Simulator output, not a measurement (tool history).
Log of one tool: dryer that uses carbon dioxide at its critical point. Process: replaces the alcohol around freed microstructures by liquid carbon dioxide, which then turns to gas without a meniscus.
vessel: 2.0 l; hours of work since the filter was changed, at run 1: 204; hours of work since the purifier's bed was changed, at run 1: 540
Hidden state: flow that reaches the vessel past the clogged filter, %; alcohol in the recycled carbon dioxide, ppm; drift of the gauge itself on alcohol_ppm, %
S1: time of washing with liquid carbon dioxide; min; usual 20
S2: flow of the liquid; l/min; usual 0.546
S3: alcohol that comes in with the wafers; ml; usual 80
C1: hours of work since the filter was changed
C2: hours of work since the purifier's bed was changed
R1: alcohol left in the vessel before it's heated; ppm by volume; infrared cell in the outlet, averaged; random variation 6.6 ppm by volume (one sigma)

run	hour	S1	S2	S3	C1	C2	R1
1	0.0	20	0.546	80	204	540	573
2	16.5	20	0.546	26	217	553	358
3	29.9	20	0.546	80	227	563	592
4	50.3	20	0.546	67	243	579	544
5	71.2	20	0.470	80	260	596	909
6	88.7	20	0.470	80	273	609	923
7	107.9	20	0.546	27	288	625	383
8	120.5	20	0.546	27	298	634	395
9	131.1	20	0.546	27	307	643	395
10	150.6	20	0.546	27	322	658	417
11	172.3	20	0.758	60	339	675	338
12	189.2	25	0.796	24	352	688	294
# hour 199.5: purifier's bed changed
13	202.3	27	0.796	24	360	2	14
14	211.9	20	0.546	98	368	10	490
15	221.3	20	0.546	98	375	17	502
16	238.8	20	0.546	58	389	31	307
17	255.7	12	0.471	45	402	44	2082
18	270.0	21	0.706	31	413	55	70
19	284.3	21	0.706	31	425	67	69
20	297.3	21	0.706	31	435	77	68

How the hidden state differs across the entries between the runs, from the last listed run before each to the first after it:
Between runs 12 and 13: purifier's bed changed (hour 199.5)
  flow that reaches the vessel past the clogged filter, %: 93.3 -> 93.2; alcohol in the recycled carbon dioxide, ppm: 294.5 -> 6.4
  measured less the result without the state, R1: +291 -> +2 ppm by volume

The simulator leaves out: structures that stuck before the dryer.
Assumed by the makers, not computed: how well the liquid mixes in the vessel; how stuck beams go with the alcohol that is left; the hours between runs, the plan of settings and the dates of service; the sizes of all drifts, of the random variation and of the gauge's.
